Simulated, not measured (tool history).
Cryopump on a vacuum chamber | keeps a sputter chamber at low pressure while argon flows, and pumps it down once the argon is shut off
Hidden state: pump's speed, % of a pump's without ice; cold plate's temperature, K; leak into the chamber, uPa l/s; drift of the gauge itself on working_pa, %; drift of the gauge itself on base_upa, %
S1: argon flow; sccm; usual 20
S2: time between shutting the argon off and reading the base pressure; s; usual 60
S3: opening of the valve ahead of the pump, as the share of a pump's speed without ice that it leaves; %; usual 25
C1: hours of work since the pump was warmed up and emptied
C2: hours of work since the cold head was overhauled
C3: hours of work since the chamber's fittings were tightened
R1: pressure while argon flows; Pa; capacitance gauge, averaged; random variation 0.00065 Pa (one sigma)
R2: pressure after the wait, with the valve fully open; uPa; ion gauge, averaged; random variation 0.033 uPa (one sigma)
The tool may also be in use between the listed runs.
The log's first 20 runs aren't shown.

{"run": 21, "day": 23.208, "S1": 36, "S2": 23, "S3": 18, "C1": 318, "C2": 1545, "C3": 970, "R1": 0.2739, "R2": 6.26}
{"run": 22, "day": 24.692, "S1": 19, "S2": 113, "S3": 41, "C1": 350, "C2": 1577, "C3": 1002, "R1": 0.0682, "R2": 3.42}
{"run": 23, "day": 26.1, "S1": 16, "S2": 68, "S3": 15, "C1": 380, "C2": 1607, "C3": 1032, "R1": 0.1452, "R2": 3.93}
{"day": 27.146, "done": "pump warmed up, emptied and cooled again"}
{"run": 24, "day": 27.167, "S1": 21, "S2": 63, "S3": 15, "C1": 0, "C2": 1626, "C3": 1051, "R1": 0.1854, "R2": 3.56}
{"run": 25, "day": 27.954, "S1": 21, "S2": 272, "S3": 26, "C1": 18, "C2": 1643, "C3": 1068, "R1": 0.1067, "R2": 2.48}
{"run": 26, "day": 28.992, "S1": 10, "S2": 255, "S3": 34, "C1": 40, "C2": 1665, "C3": 1090, "R1": 0.0389, "R2": 2.56}
{"run": 27, "day": 30.188, "S1": 10, "S2": 49, "S3": 17, "C1": 66, "C2": 1691, "C3": 1116, "R1": 0.0786, "R2": 4.15}
{"run": 28, "day": 31.321, "S1": 9, "S2": 60, "S3": 25, "C1": 90, "C2": 1715, "C3": 1140, "R1": 0.0475, "R2": 3.87}
{"run": 29, "day": 32.617, "S1": 20, "S2": 66, "S3": 41, "C1": 118, "C2": 1743, "C3": 1168, "R1": 0.0663, "R2": 3.9}
{"run": 30, "day": 33.567, "S1": 20, "S2": 66, "S3": 41, "C1": 139, "C2": 1764, "C3": 1189, "R1": 0.0672, "R2": 3.94}
{"run": 31, "day": 34.462, "S1": 24, "S2": 26, "S3": 26, "C1": 158, "C2": 1783, "C3": 1208, "R1": 0.1266, "R2": 6.32}
{"run": 32, "day": 35.117, "S1": 11, "S2": 60, "S3": 29, "C1": 172, "C2": 1797, "C3": 1222, "R1": 0.0519, "R2": 4.25}
{"run": 33, "day": 36.0, "S1": 10, "S2": 33, "S3": 55, "C1": 191, "C2": 1816, "C3": 1241, "R1": 0.0253, "R2": 5.57}
{"run": 34, "day": 36.762, "S1": 10, "S2": 60, "S3": 15, "C1": 208, "C2": 1833, "C3": 1258, "R1": 0.0898, "R2": 4.3}

3 ways to go on from here, each from the tool as it stands after run 34. What would each give?
{"run": "A", "day": 38.017, "S1": 38, "S2": 60, "S3": 15, "C1": 235, "C2": 1860, "C3": 1285, "R1": "?", "R2": "?"}
{"run": "B", "day": 38.017, "S1": 10, "S2": 258, "S3": 17, "C1": 235, "C2": 1860, "C3": 1285, "R1": "?", "R2": "?"}
{"run": "C", "day": 38.017, "S1": 9, "S2": 134, "S3": 25, "C1": 235, "C2": 1860, "C3": 1285, "R1": "?", "R2": "?"}

run=A R1=0.3412 R2=4.41
run=B R1=0.0794 R2=3.36
run=C R1=0.0492 R2=3.82
Without the tool's hidden state the same runs would have given:
run=A R1=0.3320 R2=1.72
run=B R1=0.0769 R2=0.58
run=C R1=0.0470 R2=0.95

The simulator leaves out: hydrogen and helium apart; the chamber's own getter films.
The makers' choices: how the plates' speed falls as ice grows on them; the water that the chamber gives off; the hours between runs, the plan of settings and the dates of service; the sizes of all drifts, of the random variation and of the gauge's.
